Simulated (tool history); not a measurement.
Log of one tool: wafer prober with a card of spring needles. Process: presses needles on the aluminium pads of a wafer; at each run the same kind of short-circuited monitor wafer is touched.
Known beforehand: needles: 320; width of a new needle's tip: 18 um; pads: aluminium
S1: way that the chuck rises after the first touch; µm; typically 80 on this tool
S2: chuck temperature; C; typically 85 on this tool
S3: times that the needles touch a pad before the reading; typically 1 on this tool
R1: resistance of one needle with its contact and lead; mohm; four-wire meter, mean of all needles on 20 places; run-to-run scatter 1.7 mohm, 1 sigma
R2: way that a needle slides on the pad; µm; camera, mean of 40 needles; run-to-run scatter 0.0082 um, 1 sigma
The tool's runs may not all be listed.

{"run": 1, "hour": 0.0, "S1": 80, "S2": 85, "S3": 1, "R1": 166, "R2": 15.467}
{"hour": 2.0, "done": "tips cleaned on abrasive film"}
{"run": 2, "hour": 7.6, "S1": 89, "S2": 85, "S3": 1, "R1": 165, "R2": 17.214}
{"hour": 12.2, "done": "tips cleaned on abrasive film"}
{"run": 3, "hour": 15.6, "S1": 89, "S2": 85, "S3": 1, "R1": 168, "R2": 17.227}
{"hour": 22.2, "done": "tips cleaned on abrasive film"}
{"run": 4, "hour": 27.0, "S1": 80, "S2": 69, "S3": 1, "R1": 164, "R2": 15.476}
{"hour": 32.9, "done": "tips cleaned on abrasive film"}
{"run": 5, "hour": 35.8, "S1": 80, "S2": 69, "S3": 1, "R1": 163, "R2": 15.475}
{"hour": 42.5, "done": "tips cleaned on abrasive film"}
{"run": 6, "hour": 50.5, "S1": 80, "S2": 39, "S3": 1, "R1": 158, "R2": 15.465}
{"hour": 52.0, "done": "tips cleaned on abrasive film"}
{"hour": 61.4, "done": "tips cleaned on abrasive film"}
{"run": 7, "hour": 64.1, "S1": 80, "S2": 39, "S3": 1, "R1": 156, "R2": 15.475}
{"hour": 71.4, "done": "tips cleaned on abrasive film"}
{"run": 8, "hour": 76.0, "S1": 80, "S2": 39, "S3": 1, "R1": 162, "R2": 15.468}
{"hour": 81.5, "done": "tips cleaned on abrasive film"}
{"run": 9, "hour": 90.4, "S1": 80, "S2": 39, "S3": 1, "R1": 159, "R2": 15.463}
{"hour": 91.5, "done": "tips cleaned on abrasive film"}
{"run": 10, "hour": 97.6, "S1": 80, "S2": 39, "S3": 1, "R1": 159, "R2": 15.457}
{"hour": 101.2, "done": "tips cleaned on abrasive film"}
{"hour": 111.3, "done": "tips cleaned on abrasive film"}
{"run": 11, "hour": 113.2, "S1": 80, "S2": 59, "S3": 1, "R1": 163, "R2": 15.458}
{"hour": 121.0, "done": "tips cleaned on abrasive film"}
{"run": 12, "hour": 122.4, "S1": 80, "S2": 85, "S3": 1, "R1": 166, "R2": 15.472}
{"run": 13, "hour": 129.9, "S1": 80, "S2": 85, "S3": 1, "R1": 169, "R2": 15.479}
{"hour": 131.0, "done": "tips cleaned on abrasive film"}
{"hour": 140.4, "done": "tips cleaned on abrasive film"}
{"run": 14, "hour": 142.5, "S1": 80, "S2": 85, "S3": 1, "R1": 166, "R2": 15.468}
{"hour": 147.3, "done": "height of the first contact set anew"}
{"hour": 150.8, "done": "tips cleaned on abrasive film"}
{"run": 15, "hour": 154.7, "S1": 80, "S2": 85, "S3": 1, "R1": 168, "R2": 15.469}
{"hour": 160.4, "done": "tips cleaned on abrasive film"}
{"run": 16, "hour": 162.6, "S1": 92, "S2": 85, "S3": 1, "R1": 166, "R2": 17.792}
{"hour": 169.8, "done": "tips cleaned on abrasive film"}
{"run": 17, "hour": 177.2, "S1": 92, "S2": 85, "S3": 1, "R1": 166, "R2": 17.78}
{"hour": 180.0, "done": "tips cleaned on abrasive film"}
{"hour": 189.8, "done": "tips cleaned on abrasive film"}
{"run": 18, "hour": 189.8, "S1": 96, "S2": 111, "S3": 1, "R1": 169, "R2": 18.566}

Run 19, settings as shown, results not yet in. Your forecast:
{"hour": 199.2, "done": "tips cleaned on abrasive film"}
{"run": 19, "hour": 201.5, "S1": 96, "S2": 111, "S3": 1, "R1": "?", "R2": "?"}

Run 19 gave R1 170 mohm, R2 18.565 µm.
The same run, on a tool lacking any hidden state, would have yielded R1 170 mohm, R2 18.566 µm.
